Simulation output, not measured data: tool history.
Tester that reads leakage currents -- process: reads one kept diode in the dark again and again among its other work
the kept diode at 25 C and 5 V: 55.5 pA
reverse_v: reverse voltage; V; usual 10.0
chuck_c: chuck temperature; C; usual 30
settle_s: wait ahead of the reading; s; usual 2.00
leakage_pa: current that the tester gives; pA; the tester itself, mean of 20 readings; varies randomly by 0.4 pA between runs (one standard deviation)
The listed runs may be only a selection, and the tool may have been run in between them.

| run | hour | reverse_v | chuck_c | settle_s | leakage_pa |
|---|---|---|---|---|---|
| 1 | 0.0 | 10.0 | 30 | 2.00 | 133.82 |
| 2 | 92.9 | 10.0 | 30 | 8.34 | 132.86 |
| 3 | 169.8 | 10.0 | 30 | 2.00 | 133.24 |
| 4 | 242.7 | 12.6 | 30 | 2.00 | 151.90 |
| 5 | 379.7 | 10.0 | 57 | 2.00 | 1364.46 |
| 6 | 514.5 | 10.0 | 34 | 2.00 | 192.98 |
| 7 | 645.2 | 10.0 | 45 | 2.00 | 508.05 |
| 8 | 805.7 | 10.0 | 45 | 2.00 | 509.09 |
| 9 | 901.6 | 1.9 | 30 | 2.00 | 52.48 |
| 10 | 988.6 | 10.0 | 30 | 0.54 | 134.99 |
| 11 | 1063.3 | 10.0 | 30 | 2.00 | 133.48 |
| 12 | 1170.4 | 9.1 | 30 | 2.00 | 126.62 |
| 13 | 1272.5 | 9.1 | 30 | 2.00 | 126.72 |
| 14 | 1399.1 | 10.0 | 30 | 2.00 | 132.74 |
| 15 | 1486.1 | 10.0 | 30 | 2.00 | 133.41 |
|  | 1532.8 | probe card cleaned and baked |
| 16 | 1596.0 | 1.9 | 30 | 2.00 | 52.13 |
| 17 | 1718.1 | 1.9 | 54 | 2.00 | 421.63 |
| 18 | 1865.5 | 12.8 | 30 | 2.54 | 153.29 |
| 19 | 1975.9 | 7.3 | 42 | 2.35 | 330.66 |
| 20 | 2083.9 | 1.0 | 22 | 3.82 | 16.67 |
| 21 | 2233.9 | 1.2 | 21 | 3.82 | 16.78 |
|  | 2277.7 | chuck's temperature calibrated |
| 22 | 2346.6 | 13.8 | 27 | 0.38 | 124.65 |
| 23 | 2430.4 | 2.3 | 30 | 5.06 | 57.94 |
| 24 | 2545.4 | 17.4 | 30 | 4.57 | 181.66 |
| 25 | 2613.3 | 17.4 | 30 | 1.44 | 182.38 |
| 26 | 2723.8 | 10.0 | 49 | 0.79 | 712.18 |
| 27 | 2790.3 | 10.0 | 49 | 0.79 | 712.57 |
| 28 | 2935.8 | 10.9 | 25 | 3.69 | 87.03 |
| 29 | 3059.5 | 2.4 | 30 | 0.43 | 60.04 |
| 30 | 3150.8 | 3.0 | 33 | 2.00 | 89.53 |
| 31 | 3271.5 | 10.0 | 23 | 2.00 | 68.24 |
| 32 | 3387.2 | 10.0 | 22 | 0.81 | 63.06 |
| 33 | 3507.3 | 11.3 | 29 | 2.00 | 130.34 |

For some of the steps in leakage_pa from one run to the next: how much would appear even if the tool had no hidden state, given the settings, what came in and random variation, and how much remains for the hidden state plus any gauge scatter that the measured result and the result without hidden state don't share?
Unlogged tool condition in this case: stray current of the dirty probe card, pA a volt; current scale over the true one, %; true chuck temperature over the reading, C; drift of the gauge itself on leakage_pa, %.
Run 4 -> 5: reverse_v 12.6 -> 10.0, chuck_c 30 -> 57. leakage_pa +1212.56 pA: hidden state +0.42, all else +1212.14.
Run 5 -> 6: chuck_c 57 -> 34. leakage_pa -1171.48 pA: hidden state -0.39, all else -1171.09.
Run 8 -> 9: reverse_v 10.0 -> 1.9, chuck_c 45 -> 30. leakage_pa -456.61 pA: hidden state -0.23, all else -456.38.
Run 27 -> 28: reverse_v 10.0 -> 10.9, chuck_c 49 -> 25, settle_s 0.79 -> 3.69. leakage_pa -625.54 pA: hidden state -0.02, all else -625.52.

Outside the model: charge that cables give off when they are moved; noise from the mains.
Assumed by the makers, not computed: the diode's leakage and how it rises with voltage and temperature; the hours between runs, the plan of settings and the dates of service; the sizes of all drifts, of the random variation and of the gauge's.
